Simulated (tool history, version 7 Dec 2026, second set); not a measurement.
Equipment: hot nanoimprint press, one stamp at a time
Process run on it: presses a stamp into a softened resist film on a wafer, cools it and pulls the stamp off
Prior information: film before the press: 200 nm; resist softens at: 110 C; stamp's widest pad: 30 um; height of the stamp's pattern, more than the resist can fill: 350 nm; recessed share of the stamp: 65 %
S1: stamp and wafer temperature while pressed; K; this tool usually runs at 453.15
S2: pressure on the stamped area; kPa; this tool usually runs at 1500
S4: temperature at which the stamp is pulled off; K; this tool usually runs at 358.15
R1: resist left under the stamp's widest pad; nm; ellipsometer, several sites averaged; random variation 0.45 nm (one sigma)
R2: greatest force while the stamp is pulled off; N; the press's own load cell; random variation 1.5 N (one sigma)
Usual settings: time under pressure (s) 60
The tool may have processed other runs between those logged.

Run 1, hour 0.0: usual settings. Result: R1 78.4 nm, R2 92 N.
Run 2, hour 87.2: usual settings. Result: R1 77.8 nm, R2 92 N.
Run 3, hour 135.0: usual settings but S4 360.15 K. Result: R1 79.3 nm, R2 88 N.
At hour 146.5: stamp cleaned and given a new release coat.
At hour 184.8: plate thermocouple calibrated.
Run 4, hour 196.3: usual settings but S4 360.15 K. Result: R1 77.4 nm, R2 86 N.
Run 5, hour 255.9: usual settings but S4 360.15 K. Result: R1 78.2 nm, R2 88 N.
Run 6, hour 345.2: usual settings but S4 360.15 K. Result: R1 78.2 nm, R2 89 N.
At hour 395.1: press's hydraulic seals changed and the load cell set to zero.
Run 7, hour 420.0: usual settings but S4 360.15 K. Result: R1 78.5 nm, R2 89 N.
At hour 454.8: stamp cleaned and given a new release coat.
Run 8, hour 511.2: usual settings but S4 360.15 K. Result: R1 78.1 nm, R2 89 N.
Run 9, hour 559.8: usual settings but S4 360.15 K. Result: R1 77.4 nm, R2 86 N.
Run 10, hour 599.6: usual settings but S4 360.15 K. Result: R1 77.7 nm, R2 90 N.
Run 11, hour 655.0: usual settings but S4 365.15 K. Result: R1 77.3 nm, R2 80 N.
At hour 676.2: plate thermocouple calibrated.
Run 12, hour 699.4: usual settings but S1 454.15 K, S2 2270 kPa, time under pressure (s) 73, S4 354.15 K. Result: R1 55.2 nm, R2 100 N.
At hour 759.8: stamp cleaned and given a new release coat.
Run 13, hour 774.2: usual settings but S1 454.15 K, S2 2270 kPa, time under pressure (s) 73, S4 354.15 K. Result: R1 54.5 nm, R2 98 N.
Run 14, hour 871.5: usual settings but S1 454.15 K, S2 2270 kPa, time under pressure (s) 73, S4 354.15 K. Result: R1 55.2 nm, R2 94 N.
Run 15, hour 964.3: usual settings but S1 454.15 K, S2 2270 kPa, time under pressure (s) 73, S4 354.15 K. Result: R1 54.2 nm, R2 96 N.
Run 16, hour 1044.0: usual settings but S1 454.15 K, S2 2270 kPa, time under pressure (s) 47, S4 354.15 K. Result: R1 64.8 nm, R2 94 N.
At hour 1057.0: stamp cleaned and given a new release coat.
Run 17, hour 1147.4: usual settings but S1 454.15 K, S2 2270 kPa, time under pressure (s) 47, S4 354.15 K. Result: R1 66.0 nm, R2 98 N.
At hour 1166.4: plate thermocouple calibrated.
Run 18, hour 1222.2: usual settings but S1 444.15 K, S2 2300 kPa, time under pressure (s) 46, S4 354.15 K. Result: R1 108.3 nm, R2 99 N.
Run 19, hour 1272.5: usual settings but time under pressure (s) 56, S4 355.15 K. Result: R1 78.7 nm, R2 96 N.
Run 20, hour 1338.8: usual settings but S2 1990 kPa, S4 348.15 K. Result: R1 66.3 nm, R2 109 N.
At hour 1358.3: stamp cleaned and given a new release coat.
Run 21, hour 1385.1: usual settings but S1 445.15 K. Result: R1 112.9 nm, R2 90 N.
At hour 1473.4: press's hydraulic seals changed and the load cell set to zero.
Run 22, hour 1480.8: usual settings but S1 458.15 K, S4 356.15 K. Result: R1 59.6 nm, R2 95 N.

Branching from run 22: 3 alternative next runs. What would each branch give?
Run A, hour 1533.7: usual settings but S1 457.15 K, S2 1350 kPa, time under pressure (s) 31, S4 356.15 K. Result: R1 ?, R2 ?.
Run B, hour 1533.7: usual settings but S1 458.15 K, time under pressure (s) 77, S4 356.15 K. Result: R1 ?, R2 ?.
Run C, hour 1533.7: usual settings but S1 451.15 K, time under pressure (s) 79, S4 362.15 K. Result: R1 ?, R2 ?.

run    R1  R2
  A  86.2  97
  B  53.9  97
  C  76.4  85
Without the tool's unlogged condition, the same runs would have read:
run    R1  R2
  A  88.2  96
  B  55.1  97
  C  78.1  85
